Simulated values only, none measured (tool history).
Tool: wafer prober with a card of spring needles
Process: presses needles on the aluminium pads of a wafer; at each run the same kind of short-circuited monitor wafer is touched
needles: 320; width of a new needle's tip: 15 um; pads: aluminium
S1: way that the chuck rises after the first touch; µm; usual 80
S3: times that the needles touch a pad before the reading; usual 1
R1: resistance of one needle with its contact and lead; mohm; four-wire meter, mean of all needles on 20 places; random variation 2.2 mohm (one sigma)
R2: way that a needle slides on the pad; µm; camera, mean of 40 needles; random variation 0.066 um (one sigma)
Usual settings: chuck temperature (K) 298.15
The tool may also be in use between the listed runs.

{"run": 1, "day": 0.0, "S1": 80, "chuck temperature (K)": 298.15, "S3": 1, "R1": 236, "R2": 17.3}
{"day": 0.288, "done": "tips cleaned on abrasive film"}
{"day": 0.762, "done": "tips cleaned on abrasive film"}
{"day": 1.238, "done": "tips cleaned on abrasive film"}
{"day": 1.712, "done": "tips cleaned on abrasive film"}
{"day": 2.183, "done": "tips cleaned on abrasive film"}
{"day": 2.658, "done": "tips cleaned on abrasive film"}
{"run": 2, "day": 2.929, "S1": 80, "chuck temperature (K)": 298.15, "S3": 1, "R1": 238, "R2": 17.26}
{"day": 3.121, "done": "tips cleaned on abrasive film"}
{"day": 3.504, "done": "tips cleaned on abrasive film"}
{"day": 3.979, "done": "tips cleaned on abrasive film"}
{"day": 4.454, "done": "tips cleaned on abrasive film"}
{"day": 4.925, "done": "tips cleaned on abrasive film"}
{"day": 5.4, "done": "tips cleaned on abrasive film"}
{"day": 5.875, "done": "tips cleaned on abrasive film"}
{"day": 6.292, "done": "tips cleaned on abrasive film"}
{"run": 3, "day": 6.292, "S1": 80, "chuck temperature (K)": 298.15, "S3": 1, "R1": 241, "R2": 17.28}
{"day": 6.675, "done": "tips cleaned on abrasive film"}
{"day": 7.15, "done": "tips cleaned on abrasive film"}
{"day": 7.625, "done": "tips cleaned on abrasive film"}
{"day": 8.004, "done": "tips cleaned on abrasive film"}
{"day": 8.112, "done": "height of the first contact set anew"}
{"day": 8.492, "done": "tips cleaned on abrasive film"}
{"day": 8.967, "done": "tips cleaned on abrasive film"}
{"day": 9.442, "done": "tips cleaned on abrasive film"}
{"day": 9.917, "done": "tips cleaned on abrasive film"}
{"day": 10.392, "done": "tips cleaned on abrasive film"}
{"run": 4, "day": 10.504, "S1": 80, "chuck temperature (K)": 298.15, "S3": 2, "R1": 239, "R2": 17.3}
{"day": 10.792, "done": "tips cleaned on abrasive film"}
{"day": 11.175, "done": "tips cleaned on abrasive film"}
{"day": 11.646, "done": "tips cleaned on abrasive film"}
{"day": 12.121, "done": "tips cleaned on abrasive film"}
{"run": 5, "day": 12.342, "S1": 80, "chuck temperature (K)": 298.15, "S3": 2, "R1": 236, "R2": 17.34}
{"day": 12.538, "done": "tips cleaned on abrasive film"}
{"day": 12.917, "done": "tips cleaned on abrasive film"}
{"day": 13.392, "done": "tips cleaned on abrasive film"}
{"day": 13.771, "done": "tips cleaned on abrasive film"}
{"day": 14.246, "done": "tips cleaned on abrasive film"}
{"day": 14.721, "done": "tips cleaned on abrasive film"}
{"day": 15.196, "done": "tips cleaned on abrasive film"}
{"day": 15.671, "done": "tips cleaned on abrasive film"}
{"run": 6, "day": 15.954, "S1": 80, "chuck temperature (K)": 298.15, "S3": 2, "R1": 242, "R2": 17.46}
{"day": 16.125, "done": "tips cleaned on abrasive film"}
{"day": 16.6, "done": "tips cleaned on abrasive film"}
{"day": 17.075, "done": "tips cleaned on abrasive film"}
{"day": 17.55, "done": "tips cleaned on abrasive film"}
{"day": 18.025, "done": "tips cleaned on abrasive film"}
{"day": 18.5, "done": "tips cleaned on abrasive film"}
{"day": 18.971, "done": "tips cleaned on abrasive film"}
{"run": 7, "day": 19.071, "S1": 80, "chuck temperature (K)": 298.15, "S3": 2, "R1": 237, "R2": 17.39}
{"day": 19.354, "done": "tips cleaned on abrasive film"}
{"day": 19.829, "done": "tips cleaned on abrasive film"}
{"day": 20.304, "done": "tips cleaned on abrasive film"}
{"day": 20.688, "done": "tips cleaned on abrasive film"}
{"day": 21.162, "done": "tips cleaned on abrasive film"}
{"day": 21.633, "done": "tips cleaned on abrasive film"}
{"day": 22.108, "done": "tips cleaned on abrasive film"}
{"run": 8, "day": 22.192, "S1": 98, "chuck temperature (K)": 298.15, "S3": 1, "R1": 233, "R2": 21.4}
{"day": 22.571, "done": "tips cleaned on abrasive film"}
{"day": 23.046, "done": "tips cleaned on abrasive film"}
{"day": 23.425, "done": "tips cleaned on abrasive film"}
{"day": 23.9, "done": "tips cleaned on abrasive film"}
{"day": 24.375, "done": "tips cleaned on abrasive film"}
{"day": 24.758, "done": "tips cleaned on abrasive film"}
{"day": 25.233, "done": "tips cleaned on abrasive film"}
{"day": 25.704, "done": "tips cleaned on abrasive film"}
{"day": 26.179, "done": "tips cleaned on abrasive film"}
{"run": 9, "day": 26.212, "S1": 98, "chuck temperature (K)": 298.15, "S3": 1, "R1": 233, "R2": 21.38}
{"day": 26.592, "done": "tips cleaned on abrasive film"}
{"day": 27.067, "done": "tips cleaned on abrasive film"}
{"day": 27.542, "done": "tips cleaned on abrasive film"}
{"day": 28.017, "done": "tips cleaned on abrasive film"}
{"day": 28.492, "done": "tips cleaned on abrasive film"}
{"day": 28.692, "done": "height of the first contact set anew"}
{"day": 28.979, "done": "tips cleaned on abrasive film"}
{"run": 10, "day": 29.308, "S1": 98, "chuck temperature (K)": 298.15, "S3": 1, "R1": 235, "R2": 21.59}
{"day": 29.404, "done": "tips cleaned on abrasive film"}
{"day": 29.879, "done": "tips cleaned on abrasive film"}
{"day": 30.354, "done": "tips cleaned on abrasive film"}
{"day": 30.829, "done": "tips cleaned on abrasive film"}
{"run": 11, "day": 31.0, "S1": 98, "chuck temperature (K)": 298.15, "S3": 1, "R1": 237, "R2": 21.58}
{"day": 31.288, "done": "tips cleaned on abrasive film"}
{"day": 31.762, "done": "tips cleaned on abrasive film"}
{"day": 32.238, "done": "tips cleaned on abrasive film"}
{"day": 32.712, "done": "tips cleaned on abrasive film"}
{"day": 33.183, "done": "tips cleaned on abrasive film"}
{"day": 33.683, "done": "card fitted with new needles"}
{"day": 34.158, "done": "tips cleaned on abrasive film"}
{"day": 34.633, "done": "tips cleaned on abrasive film"}
{"day": 35.108, "done": "tips cleaned on abrasive film"}
{"day": 35.583, "done": "tips cleaned on abrasive film"}
{"run": 12, "day": 35.654, "S1": 64, "chuck temperature (K)": 340.15, "S3": 1, "R1": 252, "R2": 14.14}

Run 13 comes next. What will it give?
{"day": 36.033, "done": "tips cleaned on abrasive film"}
{"day": 36.412, "done": "tips cleaned on abrasive film"}
{"day": 36.888, "done": "tips cleaned on abrasive film"}
{"day": 37.362, "done": "tips cleaned on abrasive film"}
{"day": 37.838, "done": "tips cleaned on abrasive film"}
{"day": 38.312, "done": "tips cleaned on abrasive film"}
{"day": 38.788, "done": "tips cleaned on abrasive film"}
{"day": 39.171, "done": "tips cleaned on abrasive film"}
{"run": 13, "day": 39.171, "S1": 76, "chuck temperature (K)": 298.15, "S3": 1, "R1": "?", "R2": "?"}

{"run 13": {"R1": 237, "R2": 16.89}}
Without the tool's hidden state the same run would have given R1 237 mohm, R2 16.48 µm.

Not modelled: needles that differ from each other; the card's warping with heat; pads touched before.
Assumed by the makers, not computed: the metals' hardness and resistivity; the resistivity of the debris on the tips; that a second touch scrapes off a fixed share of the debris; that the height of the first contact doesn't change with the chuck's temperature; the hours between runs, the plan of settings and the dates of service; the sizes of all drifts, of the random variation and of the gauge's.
